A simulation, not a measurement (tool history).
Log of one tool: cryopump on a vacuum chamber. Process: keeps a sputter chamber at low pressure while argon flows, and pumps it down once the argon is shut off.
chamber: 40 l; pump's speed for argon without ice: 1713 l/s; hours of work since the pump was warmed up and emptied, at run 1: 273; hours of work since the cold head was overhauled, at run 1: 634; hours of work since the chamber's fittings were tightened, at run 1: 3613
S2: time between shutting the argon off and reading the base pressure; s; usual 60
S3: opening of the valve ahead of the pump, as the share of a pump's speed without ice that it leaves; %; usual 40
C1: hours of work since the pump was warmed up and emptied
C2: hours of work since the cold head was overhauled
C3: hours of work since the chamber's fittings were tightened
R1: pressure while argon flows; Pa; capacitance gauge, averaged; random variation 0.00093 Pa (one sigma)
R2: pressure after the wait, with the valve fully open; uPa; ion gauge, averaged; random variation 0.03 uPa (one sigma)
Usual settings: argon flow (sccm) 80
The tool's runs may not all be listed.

{"run": 1, "hour": 0.0, "argon flow (sccm)": 80, "S2": 60, "S3": 40, "C1": 273, "C2": 634, "C3": 3613, "R1": 0.2075, "R2": 3.35}
{"hour": 5.7, "done": "leaking fittings of the chamber tightened, without venting"}
{"run": 2, "hour": 26.7, "argon flow (sccm)": 55, "S2": 60, "S3": 40, "C1": 293, "C2": 654, "C3": 17, "R1": 0.1421, "R2": 1.46}
{"run": 3, "hour": 40.0, "argon flow (sccm)": 55, "S2": 60, "S3": 40, "C1": 304, "C2": 665, "C3": 28, "R1": 0.1433, "R2": 1.54}
{"run": 4, "hour": 57.9, "argon flow (sccm)": 55, "S2": 60, "S3": 40, "C1": 319, "C2": 679, "C3": 42, "R1": 0.1425, "R2": 1.53}
{"hour": 79.1, "done": "pump warmed up, emptied and cooled again"}
{"run": 5, "hour": 79.2, "argon flow (sccm)": 55, "S2": 60, "S3": 40, "C1": 0, "C2": 692, "C3": 55, "R1": 0.1364, "R2": 1.5}
{"run": 6, "hour": 100.9, "argon flow (sccm)": 55, "S2": 60, "S3": 40, "C1": 18, "C2": 710, "C3": 73, "R1": 0.1373, "R2": 1.57}
{"run": 7, "hour": 116.8, "argon flow (sccm)": 112, "S2": 60, "S3": 46, "C1": 31, "C2": 723, "C3": 86, "R1": 0.2454, "R2": 1.54}
{"run": 8, "hour": 134.5, "argon flow (sccm)": 112, "S2": 60, "S3": 46, "C1": 45, "C2": 737, "C3": 100, "R1": 0.2436, "R2": 1.51}
{"run": 9, "hour": 152.4, "argon flow (sccm)": 70, "S2": 60, "S3": 25, "C1": 59, "C2": 752, "C3": 115, "R1": 0.2798, "R2": 1.55}
{"run": 10, "hour": 171.5, "argon flow (sccm)": 85, "S2": 60, "S3": 46, "C1": 75, "C2": 767, "C3": 130, "R1": 0.1855, "R2": 1.56}
{"run": 11, "hour": 185.3, "argon flow (sccm)": 85, "S2": 60, "S3": 46, "C1": 86, "C2": 778, "C3": 141, "R1": 0.187, "R2": 1.6}
{"run": 12, "hour": 206.1, "argon flow (sccm)": 116, "S2": 35, "S3": 18, "C1": 103, "C2": 795, "C3": 158, "R1": 0.6412, "R2": 2.46}

Forecast each of these 4 alternatives for the next run:
{"run": "A", "hour": 227.2, "argon flow (sccm)": 45, "S2": 60, "S3": 18, "C1": 120, "C2": 812, "C3": 175, "R1": "?", "R2": "?"}
{"run": "B", "hour": 227.2, "argon flow (sccm)": 141, "S2": 23, "S3": 47, "C1": 120, "C2": 812, "C3": 175, "R1": "?", "R2": "?"}
{"run": "C", "hour": 227.2, "argon flow (sccm)": 139, "S2": 28, "S3": 40, "C1": 120, "C2": 812, "C3": 175, "R1": "?", "R2": "?"}
{"run": "D", "hour": 227.2, "argon flow (sccm)": 33, "S2": 32, "S3": 43, "C1": 120, "C2": 812, "C3": 175, "R1": "?", "R2": "?"}

run=A R1=0.2490 R2=1.61
run=B R1=0.3044 R2=3.64
run=C R1=0.3503 R2=3.14
run=D R1=0.0779 R2=2.73
Without the tool's hidden state the same runs would have given:
run=A R1=0.2465 R2=1.48
run=B R1=0.2965 R2=3.51
run=C R1=0.3425 R2=3.02
run=D R1=0.0760 R2=2.60

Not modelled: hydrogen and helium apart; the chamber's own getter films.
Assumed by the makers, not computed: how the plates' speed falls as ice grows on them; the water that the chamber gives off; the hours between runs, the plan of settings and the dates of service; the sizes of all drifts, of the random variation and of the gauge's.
